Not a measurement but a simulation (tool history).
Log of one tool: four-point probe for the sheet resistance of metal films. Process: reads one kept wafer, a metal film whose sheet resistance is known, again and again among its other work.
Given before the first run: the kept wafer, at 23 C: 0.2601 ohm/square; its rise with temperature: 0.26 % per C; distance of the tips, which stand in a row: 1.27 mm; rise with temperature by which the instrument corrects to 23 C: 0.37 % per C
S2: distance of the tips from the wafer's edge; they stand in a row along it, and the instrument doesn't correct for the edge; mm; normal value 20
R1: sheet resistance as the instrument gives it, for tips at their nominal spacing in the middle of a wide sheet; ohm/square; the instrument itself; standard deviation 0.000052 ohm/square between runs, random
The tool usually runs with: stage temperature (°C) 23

Run 1, hour 0: usual settings. Result: R1 0.258001 ohm/square.
Run 2, hour 39.5: usual settings. Result: R1 0.257884 ohm/square.
Run 3, hour 100.6: usual settings. Result: R1 0.257821 ohm/square.
Run 4, hour 163.3: usual settings. Result: R1 0.257757 ohm/square.
Run 5, hour 207.8: usual settings but stage temperature (°C) 26. Result: R1 0.25684 ohm/square.
At hour 214.8: stage's thermometer calibrated.
Run 6, hour 243.4: usual settings but stage temperature (°C) 27, S2 5 mm. Result: R1 0.264379 ohm/square.
Run 7, hour 315.3: usual settings but stage temperature (°C) 27, S2 5 mm. Result: R1 0.264356 ohm/square.
Run 8, hour 362.9: usual settings but stage temperature (°C) 28, S2 25 mm. Result: R1 0.25573 ohm/square.
Run 9, hour 399.3: usual settings but stage temperature (°C) 28, S2 8 mm. Result: R1 0.258712 ohm/square.
At hour 405.7: stage's thermometer calibrated, once more.
Run 10, hour 460.4: usual settings but stage temperature (°C) 21, S2 40 mm. Result: R1 0.257594 ohm/square.

4 options for the next run, each taken on its own from the tool as it stands now. Forecast them:
Run A, hour 498.6: usual settings but stage temperature (°C) 19, S2 34 mm. Result: R1 ?.
Run B, hour 498.6: usual settings but stage temperature (°C) 20, S2 27 mm. Result: R1 ?.
Run C, hour 498.6: usual settings but stage temperature (°C) 28, S2 12 mm. Result: R1 ?.
Run D, hour 498.6: usual settings but stage temperature (°C) 33, S2 12 mm. Result: R1 ?.

run        R1
  A  0.258271
  B  0.258122
  C   0.25718
  D  0.255945
Without the tool's unlogged condition, the same runs would have read:
run        R1
  A  0.261443
  B  0.261293
  C  0.260337
  D  0.259087

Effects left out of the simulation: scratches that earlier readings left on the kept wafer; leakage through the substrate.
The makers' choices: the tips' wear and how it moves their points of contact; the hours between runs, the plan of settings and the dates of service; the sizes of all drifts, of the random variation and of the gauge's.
